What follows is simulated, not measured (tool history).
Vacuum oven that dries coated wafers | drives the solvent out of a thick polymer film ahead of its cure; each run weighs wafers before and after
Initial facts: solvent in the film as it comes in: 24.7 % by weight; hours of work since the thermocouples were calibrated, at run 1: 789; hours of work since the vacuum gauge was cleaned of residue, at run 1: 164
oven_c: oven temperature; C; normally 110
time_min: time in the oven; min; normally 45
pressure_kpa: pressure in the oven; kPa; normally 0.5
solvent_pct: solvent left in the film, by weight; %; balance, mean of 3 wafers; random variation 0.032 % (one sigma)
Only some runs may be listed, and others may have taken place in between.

run	hour	oven_c	time_min	pressure_kpa	hours of work since the thermocouples were calibrated	hours of work since the vacuum gauge was cleaned of residue	solvent_pct
1	0	110	45	0.5	789	164	1.57
2	54.5	110	45	0.37	821	196	1.48
3	147.5	110	45	0.37	875	250	1.51
4	193.1	110	23	0.37	902	277	5.09
5	280.1	110	23	0.37	952	327	5.07
6	372.1	110	23	0.37	1006	381	5.06
7	443.4	110	23	0.37	1047	422	5.07
8	520	96	45	0.5	1092	467	4.49
9	601.2	110	78	0.5	1139	514	0.47
10	674.3	110	45	0.5	1182	557	1.55
11	737.2	110	45	0.5	1218	593	1.52
# hour 783.1: oven's thermocouples calibrated
12	798.2	110	45	0.5	9	628	1.53
13	897.2	110	45	0.5	66	685	1.45
# hour 945: oven's thermocouples calibrated, once more
14	997.9	110	45	0.5	31	743	1.88
15	1088.4	110	45	0.5	83	796	1.92
16	1139.3	110	45	0.5	113	825	1.96
17	1184.2	110	45	0.5	139	851	1.88
18	1244.3	110	45	0.5	174	886	1.93
19	1318	110	34	0.5	217	929	3.21
20	1368.1	110	34	0.504	246	958	3.21
21	1451.6	110	34	0.504	295	1007	3.18
22	1542.5	110	22	1.783	348	1060	6.39
23	1582.7	110	45	0.5	371	1083	1.96
24	1648.1	105	34	0.585	409	1121	4.39
25	1702.5	105	34	0.585	441	1153	4.37
26	1753.1	112	34	0.325	470	1182	2.71
27	1844.2	113	34	0.318	523	1235	2.47
28	1899.9	113	34	0.318	556	1268	2.48
29	1982	121	45	0.5	604	1316	0.73
30	2054.1	104	41	1.233	646	1358	3.8
31	2098.2	106	29	0.827	671	1383	5.11
32	2190.1	111	35	1.864	725	1437	3.3
33	2250.1	110	45	1.456	760	1472	2.18
34	2302.1	118	26	0.28	790	1502	2.76
35	2368	115	67	0.66	828	1540	0.68
# hour 2385.3: vacuum gauge cleaned of residue and calibrated
36	2409.4	122	41	0.554	851	14	0.59
37	2483	122	41	0.554	894	57	0.65

For each run, the measured value with the value that run would have given without the tool's hidden condition subtracted. The run-to-run variation is shared by both, the gauge scatter possibly not:
What the log doesn't record here: true wafer temperature over the reading, C; true pressure over the reading, kPa; drift of the gauge itself on solvent_pct, %.
run	solvent_pct
1	-0.24
2	-0.23
3	-0.24
4	-0.49
5	-0.5
6	-0.53
7	-0.55
8	-0.54
9	+0
10	-0.27
11	-0.27
12	-0.33
13	-0.33
14	+0.12
15	+0.12
16	+0.11
17	+0.11
18	+0.11
19	+0.05
20	+0.05
21	+0.04
22	-0.06
23	+0.08
24	+0
25	-0.01
26	+0.01
27	-0.01
28	-0.01
29	+0.11
30	-0.04
31	-0.13
32	-0.07
33	+0.02
34	-0.12
35	+0.2
36	-0.12
37	-0.12

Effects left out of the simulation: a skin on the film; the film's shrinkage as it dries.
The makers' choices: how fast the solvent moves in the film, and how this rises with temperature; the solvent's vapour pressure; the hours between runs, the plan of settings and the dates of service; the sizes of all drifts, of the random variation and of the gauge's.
